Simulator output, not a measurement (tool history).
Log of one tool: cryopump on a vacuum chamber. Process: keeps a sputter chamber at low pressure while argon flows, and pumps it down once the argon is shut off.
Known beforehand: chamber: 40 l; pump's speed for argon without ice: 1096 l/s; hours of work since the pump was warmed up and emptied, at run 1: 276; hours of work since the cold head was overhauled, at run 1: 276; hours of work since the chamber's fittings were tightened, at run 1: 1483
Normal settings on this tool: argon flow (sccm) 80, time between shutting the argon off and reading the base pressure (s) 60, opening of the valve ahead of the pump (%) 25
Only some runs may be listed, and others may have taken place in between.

| run | hour | argon flow (sccm) | time between shutting the argon off and reading the base pressure (s) | opening of the valve ahead of the pump (%) | hours of work since the pump was warmed up and emptied | hours of work since the cold head was overhauled | hours of work since the chamber's fittings were tightened | pressure while argon flows (Pa) | pressure after the wait (uPa) |
|---|---|---|---|---|---|---|---|---|---|
| 1 | 0.0 | 80 | 60 | 25 | 276 | 276 | 1483 | 0.5010 | 3.90 |
| 2 | 13.1 | 80 | 60 | 25 | 284 | 284 | 1491 | 0.5011 | 3.84 |
| 3 | 33.4 | 80 | 60 | 25 | 296 | 296 | 1503 | 0.5033 | 3.86 |
| 4 | 56.8 | 80 | 60 | 25 | 310 | 310 | 1517 | 0.5000 | 3.81 |
| 5 | 80.1 | 80 | 77 | 25 | 323 | 323 | 1530 | 0.5001 | 3.50 |
| 6 | 90.0 | 80 | 77 | 25 | 329 | 329 | 1536 | 0.5029 | 3.51 |
| 7 | 106.4 | 80 | 60 | 25 | 339 | 339 | 1546 | 0.4985 | 3.85 |
| 8 | 127.8 | 80 | 60 | 25 | 352 | 352 | 1559 | 0.5041 | 3.94 |
| 9 | 149.4 | 80 | 60 | 25 | 365 | 365 | 1572 | 0.5010 | 4.00 |
| 10 | 167.6 | 80 | 60 | 25 | 376 | 376 | 1583 | 0.5066 | 3.97 |
| 11 | 180.0 | 80 | 231 | 25 | 383 | 383 | 1590 | 0.5023 | 2.80 |
| 12 | 197.0 | 80 | 231 | 25 | 393 | 393 | 1600 | 0.5086 | 2.82 |
| 13 | 207.5 | 80 | 60 | 25 | 399 | 399 | 1606 | 0.5031 | 4.02 |
| 14 | 224.3 | 80 | 60 | 25 | 409 | 409 | 1616 | 0.5005 | 4.01 |
| 15 | 242.1 | 42 | 60 | 25 | 420 | 420 | 1627 | 0.2664 | 4.05 |
| 16 | 262.7 | 80 | 60 | 25 | 432 | 432 | 1639 | 0.5069 | 4.07 |
| 17 | 283.0 | 80 | 60 | 25 | 444 | 444 | 1651 | 0.5025 | 4.07 |
| 18 | 295.7 | 80 | 60 | 25 | 452 | 452 | 1659 | 0.5014 | 3.90 |
| 19 | 318.0 | 151 | 60 | 32 | 465 | 465 | 1672 | 0.7447 | 4.15 |
| 20 | 340.0 | 80 | 292 | 25 | 478 | 478 | 1685 | 0.5049 | 2.91 |
| 21 | 353.3 | 80 | 52 | 25 | 486 | 486 | 1693 | 0.5072 | 4.34 |
| 22 | 366.4 | 80 | 52 | 25 | 494 | 494 | 1701 | 0.5036 | 4.41 |
| 23 | 383.4 | 39 | 204 | 31 | 504 | 504 | 1711 | 0.2001 | 3.10 |
| 24 | 401.1 | 47 | 60 | 33 | 515 | 515 | 1722 | 0.2261 | 4.22 |
| 25 | 421.0 | 80 | 31 | 42 | 527 | 527 | 1734 | 0.3069 | 5.59 |
| 26 | 438.9 | 74 | 54 | 15 | 537 | 537 | 1744 | 0.7745 | 4.43 |
| 27 | 458.2 | 34 | 60 | 35 | 549 | 549 | 1756 | 0.1551 | 4.27 |
| 28 | 472.7 | 34 | 60 | 35 | 557 | 557 | 1764 | 0.1542 | 4.29 |
| 29 | 493.2 | 120 | 60 | 22 | 570 | 570 | 1777 | 0.8636 | 4.34 |
| 30 | 503.9 | 120 | 60 | 22 | 576 | 576 | 1783 | 0.8708 | 4.16 |

For run 31, what comes out?
| 31 | 520.9 | 101 | 60 | 51 | 586 | 586 | 1793 | ? | ? |

Run 31 produced pressure while argon flows (Pa) 0.3232, pressure after the wait (uPa) 4.36.
The same run, on a tool lacking any hidden state, would have yielded pressure while argon flows (Pa) 0.3051, pressure after the wait (uPa) 1.86.

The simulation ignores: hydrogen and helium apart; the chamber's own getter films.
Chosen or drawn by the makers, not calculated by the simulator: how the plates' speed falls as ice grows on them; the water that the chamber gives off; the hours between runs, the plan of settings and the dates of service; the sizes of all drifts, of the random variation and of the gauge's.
